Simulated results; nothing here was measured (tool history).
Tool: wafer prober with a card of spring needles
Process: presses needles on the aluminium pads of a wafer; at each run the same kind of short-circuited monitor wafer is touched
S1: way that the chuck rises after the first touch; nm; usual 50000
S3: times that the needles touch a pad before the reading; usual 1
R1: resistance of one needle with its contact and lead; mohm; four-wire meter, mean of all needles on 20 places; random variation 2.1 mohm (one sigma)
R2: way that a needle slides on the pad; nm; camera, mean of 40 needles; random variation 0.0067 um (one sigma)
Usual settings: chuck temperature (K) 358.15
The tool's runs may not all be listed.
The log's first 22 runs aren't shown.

Run 23, hour 253.3: usual settings but S1 33000 nm, chuck temperature (K) 369.15. Result: R1 456 mohm, R2 4766 nm.
At hour 260.9: tips cleaned on abrasive film.
Run 24, hour 262.9: usual settings but S1 33000 nm, chuck temperature (K) 369.15. Result: R1 333 mohm, R2 4735 nm.
At hour 277: tips cleaned on abrasive film.
Run 25, hour 277: usual settings but S1 33000 nm, chuck temperature (K) 369.15. Result: R1 270 mohm, R2 4736 nm.
Run 26, hour 288.1: usual settings but chuck temperature (K) 308.15. Result: R1 351 mohm, R2 7198 nm.
At hour 293.1: tips cleaned on abrasive film.
Run 27, hour 300.5: usual settings but chuck temperature (K) 308.15. Result: R1 329 mohm, R2 7185 nm.
Run 28, hour 307.6: usual settings but S1 66000 nm, S3 2. Result: R1 276 mohm, R2 9512 nm.
At hour 309: tips cleaned on abrasive film.
Run 29, hour 318.4: usual settings but S1 55000 nm, chuck temperature (K) 319.15, S3 2. Result: R1 283 mohm, R2 7891 nm.
At hour 324.9: tips cleaned on abrasive film.
Run 30, hour 330.1: usual settings. Result: R1 318 mohm, R2 7153 nm.
At hour 341.2: tips cleaned on abrasive film.
Run 31, hour 344.2: usual settings but S1 31000 nm, S3 2. Result: R1 333 mohm, R2 4365 nm.
Run 32, hour 353.5: usual settings but S1 31000 nm, S3 2. Result: R1 427 mohm, R2 4368 nm.
At hour 357.7: tips cleaned on abrasive film.
At hour 358: height of the first contact set anew.
Run 33, hour 363.3: usual settings but chuck temperature (K) 362.15. Result: R1 320 mohm, R2 7259 nm.

Forecast each of these 3 alternatives for the next run:
Run A, hour 373.2: usual settings but S1 70000 nm, chuck temperature (K) 344.15. Result: R1 ?, R2 ?.
Run B, hour 373.2: usual settings but S1 33000 nm, S3 2. Result: R1 ?, R2 ?.
Run C, hour 373.2: usual settings but S1 69000 nm, chuck temperature (K) 321.15, S3 2. Result: R1 ?, R2 ?.

run   R1     R2
  A  304  10161
  B  405   4788
  C  272  10039
Without the tool's hidden state the same runs would have given:
run   R1     R2
  A  229  10161
  B  241   4788
  C  224  10039
